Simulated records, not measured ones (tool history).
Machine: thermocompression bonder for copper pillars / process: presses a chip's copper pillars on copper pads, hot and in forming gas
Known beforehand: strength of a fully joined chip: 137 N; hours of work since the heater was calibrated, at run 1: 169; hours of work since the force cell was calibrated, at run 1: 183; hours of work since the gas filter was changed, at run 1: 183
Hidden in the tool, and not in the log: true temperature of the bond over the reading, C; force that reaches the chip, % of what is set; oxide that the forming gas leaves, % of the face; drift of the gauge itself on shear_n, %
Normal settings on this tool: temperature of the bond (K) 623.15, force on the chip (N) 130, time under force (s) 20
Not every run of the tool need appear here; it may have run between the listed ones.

| run | hour | temperature of the bond (K) | force on the chip (N) | time under force (s) | hours of work since the heater was calibrated | hours of work since the force cell was calibrated | hours of work since the gas filter was changed | force that shears a chip off (N) |
|---|---|---|---|---|---|---|---|---|
| 1 | 0.0 | 623.15 | 130 | 20 | 169 | 183 | 183 | 85.7 |
| 2 | 16.8 | 623.15 | 130 | 20 | 179 | 193 | 193 | 86.3 |
| 3 | 26.6 | 643.15 | 130 | 20 | 185 | 199 | 199 | 98.1 |
| 4 | 41.9 | 643.15 | 130 | 20 | 194 | 209 | 209 | 98.2 |
| 5 | 57.6 | 643.15 | 130 | 20 | 204 | 218 | 218 | 98.5 |
| 6 | 65.5 | 623.15 | 130 | 20 | 209 | 223 | 223 | 86.6 |
| 7 | 80.0 | 623.15 | 130 | 20 | 218 | 232 | 232 | 86.3 |
| 8 | 92.2 | 623.15 | 130 | 20 | 225 | 239 | 239 | 86.5 |
| 9 | 107.2 | 623.15 | 130 | 20 | 234 | 249 | 249 | 86.4 |
| 10 | 120.3 | 623.15 | 130 | 20 | 243 | 257 | 257 | 86.2 |
| 11 | 132.1 | 623.15 | 130 | 20 | 250 | 264 | 264 | 86.6 |
| 12 | 143.0 | 623.15 | 130 | 20 | 256 | 271 | 271 | 86.6 |
| 13 | 153.8 | 614.15 | 130 | 20 | 263 | 277 | 277 | 80.4 |
| 14 | 168.6 | 614.15 | 130 | 20 | 272 | 286 | 286 | 80.5 |
| 15 | 183.7 | 623.15 | 145 | 20 | 282 | 296 | 296 | 91.1 |
| 16 | 192.2 | 623.15 | 145 | 20 | 287 | 301 | 301 | 91.3 |
| 17 | 208.1 | 623.15 | 145 | 20 | 296 | 311 | 311 | 91.5 |
| 18 | 220.8 | 623.15 | 145 | 20 | 304 | 318 | 318 | 91.3 |
| 19 | 233.3 | 623.15 | 130 | 20 | 312 | 326 | 326 | 86.9 |
| 20 | 249.5 | 607.15 | 80 | 16 | 322 | 336 | 336 | 52.2 |
| 21 | 263.4 | 607.15 | 80 | 16 | 330 | 345 | 345 | 52.1 |
| 22 | 272.2 | 615.15 | 112 | 16 | 336 | 350 | 350 | 69.8 |
| 23 | 286.5 | 643.15 | 146 | 11 | 345 | 359 | 359 | 89.4 |
| 24 | 303.1 | 611.15 | 130 | 38 | 355 | 369 | 369 | 94.9 |
| 25 | 310.3 | 596.15 | 161 | 37 | 359 | 373 | 373 | 93.2 |
| 26 | 322.3 | 596.15 | 161 | 37 | 367 | 381 | 381 | 93.8 |
| 27 | 338.1 | 596.15 | 161 | 37 | 376 | 391 | 391 | 93.7 |
| 28 | 353.7 | 623.15 | 136 | 44 | 386 | 400 | 400 | 108.9 |
| 29 | 360.8 | 595.15 | 130 | 20 | 390 | 404 | 404 | 68.2 |

Run 30 is up next; what results do you expect?
| 30 | 369.9 | 637.15 | 115 | 53 | 396 | 410 | 410 | ? |

force that shears a chip off (N): 113.8
Had the tool carried no hidden state, the very same run would have given force that shears a chip off (N) 112.3.
